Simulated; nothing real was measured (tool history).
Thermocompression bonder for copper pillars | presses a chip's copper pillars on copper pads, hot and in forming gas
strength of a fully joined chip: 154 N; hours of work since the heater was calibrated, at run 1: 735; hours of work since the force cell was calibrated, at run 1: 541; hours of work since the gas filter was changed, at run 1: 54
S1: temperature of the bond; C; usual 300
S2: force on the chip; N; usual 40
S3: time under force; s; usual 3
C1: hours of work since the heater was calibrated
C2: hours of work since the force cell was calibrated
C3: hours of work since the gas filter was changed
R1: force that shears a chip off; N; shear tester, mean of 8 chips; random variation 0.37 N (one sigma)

run 1 hour=0.0 | S1=300 S2=40 S3=3 | C1=735 C2=541 C3=54 | R1=101.5
run 2 hour=30.6 | S1=300 S2=40 S3=3 | C1=753 C2=559 C3=72 | R1=101.5
run 3 hour=60.3 | S1=300 S2=40 S3=3 | C1=771 C2=577 C3=90 | R1=101.2
run 4 hour=73.0 | S1=300 S2=40 S3=3 | C1=778 C2=584 C3=97 | R1=101.3
run 5 hour=89.4 | S1=325 S2=40 S3=3 | C1=788 C2=594 C3=107 | R1=124.3
run 6 hour=116.3 | S1=325 S2=40 S3=3 | C1=804 C2=610 C3=123 | R1=123.5
run 7 hour=139.1 | S1=325 S2=40 S3=3 | C1=817 C2=623 C3=137 | R1=123.8
run 8 hour=164.2 | S1=325 S2=40 S3=3 | C1=832 C2=638 C3=152 | R1=123.6
run 9 hour=179.0 | S1=300 S2=40 S3=3 | C1=841 C2=647 C3=160 | R1=100.6
run 10 hour=205.4 | S1=300 S2=40 S3=3 | C1=857 C2=663 C3=176 | R1=100.1
-- hour=232.1 heater calibrated with a thermocouple chip
run 11 hour=232.1 | S1=300 S2=40 S3=3 | C1=0 C2=677 C3=191 | R1=88.0
run 12 hour=248.5 | S1=300 S2=40 S3=3 | C1=10 C2=687 C3=200 | R1=87.5
run 13 hour=275.8 | S1=300 S2=40 S3=3 | C1=26 C2=703 C3=217 | R1=87.8
run 14 hour=294.7 | S1=300 S2=40 S3=3 | C1=37 C2=714 C3=228 | R1=87.8
run 15 hour=324.6 | S1=300 S2=40 S3=3 | C1=55 C2=732 C3=245 | R1=88.0
run 16 hour=338.4 | S1=300 S2=40 S3=3 | C1=63 C2=740 C3=254 | R1=88.2
run 17 hour=363.9 | S1=300 S2=40 S3=3 | C1=78 C2=755 C3=269 | R1=87.2
run 18 hour=386.0 | S1=317 S2=40 S3=3 | C1=91 C2=768 C3=282 | R1=104.4
run 19 hour=403.1 | S1=317 S2=40 S3=3 | C1=101 C2=779 C3=292 | R1=104.1
-- hour=406.2 forming gas filter changed
run 20 hour=420.4 | S1=317 S2=40 S3=3 | C1=111 C2=789 C3=8 | R1=110.2
run 21 hour=451.0 | S1=293 S2=41 S3=5 | C1=129 C2=807 C3=27 | R1=99.8
run 22 hour=481.1 | S1=280 S2=40 S3=5 | C1=147 C2=825 C3=44 | R1=84.7
run 23 hour=501.9 | S1=280 S2=40 S3=8 | C1=160 C2=837 C3=57 | R1=97.4
run 24 hour=522.2 | S1=300 S2=40 S3=2 | C1=172 C2=849 C3=69 | R1=80.7
run 25 hour=545.7 | S1=300 S2=40 S3=2 | C1=186 C2=863 C3=83 | R1=80.8
run 26 hour=561.6 | S1=300 S2=40 S3=2 | C1=195 C2=872 C3=92 | R1=80.8
run 27 hour=584.6 | S1=324 S2=40 S3=2 | C1=209 C2=886 C3=106 | R1=105.2
run 28 hour=610.9 | S1=324 S2=40 S3=2 | C1=224 C2=901 C3=121 | R1=105.0
run 29 hour=631.1 | S1=307 S2=40 S3=3 | C1=236 C2=913 C3=133 | R1=99.1
run 30 hour=656.8 | S1=270 S2=40 S3=4 | C1=252 C2=929 C3=149 | R1=68.3
run 31 hour=683.3 | S1=296 S2=40 S3=2 | C1=267 C2=944 C3=164 | R1=76.9
run 32 hour=700.9 | S1=296 S2=40 S3=2 | C1=278 C2=955 C3=175 | R1=76.9
run 33 hour=717.8 | S1=300 S2=51 S3=7 | C1=288 C2=965 C3=185 | R1=122.4
run 34 hour=747.2 | S1=300 S2=40 S3=2 | C1=305 C2=982 C3=202 | R1=80.2
run 35 hour=771.8 | S1=291 S2=51 S3=3 | C1=320 C2=997 C3=217 | R1=90.1
run 36 hour=794.6 | S1=309 S2=27 S3=3 | C1=333 C2=1010 C3=230 | R1=87.5
run 37 hour=824.6 | S1=273 S2=40 S3=2 | C1=351 C2=1028 C3=248 | R1=54.7
run 38 hour=852.1 | S1=273 S2=40 S3=2 | C1=367 C2=1044 C3=264 | R1=55.6
run 39 hour=871.8 | S1=309 S2=55 S3=3 | C1=379 C2=1056 C3=276 | R1=110.7

Hidden state at the last listed run before each entry between runs and at the first one after, where it differs:
Between runs 10 and 11: heater calibrated with a thermocouple chip (hour 232.1)
  true temperature of the bond over the reading, C: 12.4 -> 0.2; force that reaches the chip, % of what is set: 96.7 -> 96.6; oxide that the forming gas leaves, % of the face: 3.64 -> 3.9
  measured less the result without the state, R1: +8.6 -> -4.1 N
Between runs 19 and 20: forming gas filter changed (hour 406.2)
  true temperature of the bond over the reading, C: 1.6 -> 1.7; force that reaches the chip, % of what is set: 96.2 -> 96.1; oxide that the forming gas leaves, % of the face: 5.7 -> 0.75
  measured less the result without the state, R1: -5.5 -> +0.2 N
